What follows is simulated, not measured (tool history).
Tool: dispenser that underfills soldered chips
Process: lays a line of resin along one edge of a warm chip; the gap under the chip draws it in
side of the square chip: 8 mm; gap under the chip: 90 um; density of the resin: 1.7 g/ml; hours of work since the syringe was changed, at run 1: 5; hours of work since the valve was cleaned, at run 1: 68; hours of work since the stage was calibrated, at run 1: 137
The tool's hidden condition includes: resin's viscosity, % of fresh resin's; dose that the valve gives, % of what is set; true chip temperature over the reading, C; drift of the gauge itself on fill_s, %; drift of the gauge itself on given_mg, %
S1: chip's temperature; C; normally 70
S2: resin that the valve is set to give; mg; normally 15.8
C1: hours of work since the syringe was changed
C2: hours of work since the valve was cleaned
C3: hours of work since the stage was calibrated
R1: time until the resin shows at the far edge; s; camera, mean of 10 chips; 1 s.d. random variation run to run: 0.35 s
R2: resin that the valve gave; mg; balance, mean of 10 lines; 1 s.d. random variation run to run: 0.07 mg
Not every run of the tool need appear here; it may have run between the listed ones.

| run | day | S1 | S2 | C1 | C2 | C3 | R1 | R2 |
|---|---|---|---|---|---|---|---|---|
| 1 | 0 | 70 | 15.8 | 5 | 68 | 137 | 23.7 | 15.12 |
|  | 0.196 | new syringe of resin |
| 2 | 0.483 | 70 | 16.6 | 5 | 77 | 145 | 23.6 | 15.66 |
|  | 0.654 | new syringe of resin |
| 3 | 1.025 | 70 | 16.6 | 6 | 86 | 154 | 26.5 | 15.6 |
|  | 1.1 | new syringe of resin |
|  | 1.558 | new syringe of resin |
| 4 | 1.642 | 70 | 16.6 | 1 | 96 | 165 | 19.5 | 15.54 |
|  | 2.004 | new syringe of resin |
|  | 2.183 | dispensing valve cleaned and set on the balance |
| 5 | 2.217 | 64 | 15.8 | 3 | 1 | 174 | 28.1 | 15.66 |
|  | 2.488 | new syringe of resin |
| 6 | 2.6 | 64 | 15.8 | 2 | 7 | 180 | 27.2 | 15.71 |
|  | 2.921 | new syringe of resin |
| 7 | 2.921 | 70 | 16.6 | 0 | 12 | 185 | 17.9 | 16.36 |
| 8 | 3.233 | 70 | 16.6 | 5 | 18 | 191 | 24.7 | 16.23 |
|  | 3.392 | new syringe of resin |
| 9 | 3.538 | 70 | 16.6 | 3 | 23 | 196 | 21.3 | 16.19 |
|  | 3.833 | new syringe of resin |
| 10 | 4.096 | 70 | 16.6 | 5 | 32 | 205 | 24.1 | 16.24 |
|  | 4.304 | new syringe of resin |
| 11 | 4.712 | 70 | 16.1 | 7 | 43 | 216 | 28.1 | 15.6 |
|  | 4.767 | new syringe of resin |
|  | 5.229 | new syringe of resin |
| 12 | 5.238 | 70 | 16.1 | 0 | 52 | 225 | 19.1 | 15.45 |
| 13 | 5.517 | 70 | 16.1 | 5 | 56 | 229 | 24.9 | 15.43 |
|  | 5.679 | new syringe of resin |
| 14 | 5.954 | 70 | 16.1 | 5 | 64 | 237 | 23.8 | 15.39 |
|  | 6.175 | new syringe of resin |
| 15 | 6.288 | 70 | 16.1 | 2 | 69 | 242 | 20.9 | 15.29 |
|  | 6.608 | new syringe of resin |
| 16 | 6.642 | 70 | 16.1 | 1 | 75 | 248 | 19.6 | 15.14 |
|  | 7.042 | new syringe of resin |
| 17 | 7.262 | 70 | 18.5 | 4 | 86 | 259 | 24 | 17.39 |
|  | 7.508 | new syringe of resin |
| 18 | 7.771 | 70 | 18.5 | 5 | 94 | 267 | 24.2 | 17.2 |
|  | 7.962 | new syringe of resin |
|  | 8.396 | dispensing valve cleaned and set on the balance |
|  | 8.488 | new syringe of resin |
| 19 | 8.496 | 66 | 18.4 | 0 | 2 | 279 | 22.7 | 18.34 |
|  | 8.929 | new syringe of resin |
| 20 | 9.071 | 73 | 20.2 | 2 | 11 | 289 | 18.4 | 20.01 |
|  | 9.388 | new syringe of resin |
| 21 | 9.575 | 76 | 14.4 | 3 | 20 | 297 | 18.8 | 14.2 |
|  | 9.821 | new syringe of resin |
| 22 | 10.196 | 85 | 14 | 7 | 30 | 308 | 14.8 | 13.73 |
|  | 10.267 | new syringe of resin |
|  | 10.704 | new syringe of resin |
| 23 | 10.754 | 55 | 17 | 1 | 40 | 317 | 39.7 | 16.6 |
|  | 11.183 | new syringe of resin |
| 24 | 11.329 | 55 | 14.5 | 3 | 49 | 327 | 45.8 | 13.97 |
|  | 11.646 | new syringe of resin |
| 25 | 11.65 | 76 | 14.9 | 0 | 55 | 332 | 14.7 | 14.44 |
|  | 12.125 | new syringe of resin |
| 26 | 12.304 | 76 | 14.9 | 3 | 66 | 343 | 17.6 | 14.26 |
|  | 12.558 | new syringe of resin |
| 27 | 12.746 | 76 | 14.9 | 3 | 73 | 351 | 18.2 | 14.22 |
|  | 13.021 | new syringe of resin |
| 28 | 13.125 | 76 | 14.9 | 2 | 80 | 357 | 16.5 | 14.09 |
|  | 13.5 | new syringe of resin |
| 29 | 13.796 | 70 | 15.8 | 5 | 91 | 369 | 26.2 | 14.75 |
|  | 13.958 | new syringe of resin |
| 30 | 14.3 | 70 | 15.8 | 6 | 100 | 377 | 27 | 14.88 |
|  | 14.392 | new syringe of resin |
|  | 14.621 | dispensing valve cleaned and set on the balance |
| 31 | 14.788 | 74 | 19.8 | 6 | 3 | 385 | 23.2 | 19.82 |
|  | 14.921 | new syringe of resin |
|  | 15.383 | new syringe of resin |
| 32 | 15.412 | 64 | 18.2 | 0 | 13 | 395 | 25.8 | 18.17 |
| 33 | 15.696 | 57 | 15.6 | 5 | 18 | 400 | 50.9 | 15.52 |
|  | 15.854 | new syringe of resin |
| 34 | 16.104 | 57 | 15.6 | 4 | 25 | 407 | 45.3 | 15.43 |
|  | 16.288 | new syringe of resin |
| 35 | 16.542 | 69 | 18 | 4 | 32 | 414 | 26.3 | 17.54 |

3 options for the next run, each taken on its own from the tool as it stands now. Forecast them:
|  | 16.754 | new syringe of resin |
| A | 16.854 | 70 | 19.4 | 2 | 38 | 419 | ? | ? |
|  | 16.754 | new syringe of resin |
| B | 16.854 | 68 | 20.3 | 2 | 38 | 419 | ? | ? |
|  | 16.754 | new syringe of resin |
| C | 16.854 | 69 | 16.3 | 2 | 38 | 419 | ? | ? |

| run | R1 | R2 |
|---|---|---|
| A | 22.3 | 19.06 |
| B | 23.4 | 19.82 |
| C | 22.3 | 15.81 |
Without the tool's unlogged condition, the same runs would have read:
| run | R1 | R2 |
|---|---|---|
| A | 17.7 | 19.55 |
| B | 18.5 | 20.32 |
| C | 17.5 | 16.21 |
